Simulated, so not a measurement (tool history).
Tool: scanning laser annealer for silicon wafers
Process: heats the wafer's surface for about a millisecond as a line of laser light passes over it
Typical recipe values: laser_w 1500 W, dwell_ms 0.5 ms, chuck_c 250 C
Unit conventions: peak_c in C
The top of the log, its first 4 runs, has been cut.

Run 5, hour 28.6: usual settings. Result: peak_c 970 C.
Run 6, hour 37.4: usual settings but laser_w 1569 W. Result: peak_c 1016 C.
Run 7, hour 43.1: usual settings but dwell_ms 0.357 ms. Result: peak_c 868 C.
Run 8, hour 50.7: usual settings but laser_w 1575 W, dwell_ms 0.357 ms. Result: peak_c 911 C.
Run 9, hour 58.2: usual settings but laser_w 1575 W, dwell_ms 0.357 ms. Result: peak_c 914 C.
Run 10, hour 65.9: usual settings but laser_w 1575 W, dwell_ms 0.357 ms. Result: peak_c 911 C.
Run 11, hour 71.3: usual settings but chuck_c 236 C. Result: peak_c 958 C.
Run 12, hour 77.2: usual settings but chuck_c 236 C. Result: peak_c 956 C.
Run 13, hour 86.1: usual settings but chuck_c 267 C. Result: peak_c 983 C.
Run 14, hour 91.8: usual settings. Result: peak_c 970 C.
Run 15, hour 96.5: usual settings. Result: peak_c 972 C.
Run 16, hour 103: usual settings but chuck_c 249 C. Result: peak_c 969 C.
Run 17, hour 114.2: usual settings but chuck_c 249 C. Result: peak_c 971 C.
Run 18, hour 125.7: usual settings but chuck_c 249 C. Result: peak_c 970 C.
Run 19, hour 133.2: usual settings but chuck_c 249 C. Result: peak_c 971 C.
Run 20, hour 140.8: usual settings. Result: peak_c 972 C.
Run 21, hour 151.8: usual settings. Result: peak_c 972 C.
Run 22, hour 158.9: usual settings. Result: peak_c 971 C.
Run 23, hour 164.8: usual settings but laser_w 1563 W, dwell_ms 0.513 ms, chuck_c 287 C. Result: peak_c 1059 C.
Run 24, hour 173.3: usual settings but laser_w 1593 W, dwell_ms 0.519 ms, chuck_c 271 C. Result: peak_c 1064 C.
Run 25, hour 179.7: usual settings but laser_w 1593 W, dwell_ms 0.519 ms, chuck_c 271 C. Result: peak_c 1066 C.
Run 26, hour 188.8: usual settings but laser_w 1543 W, dwell_ms 0.432 ms, chuck_c 278 C. Result: peak_c 982 C.

What does the tool deliver on the next run?
Run 27, hour 194.9: usual settings but dwell_ms 0.436 ms, chuck_c 277 C. Result: peak_c ?.

peak_c: 955 C
Had the tool carried no hidden state, the very same run would have given peak_c 955 C.
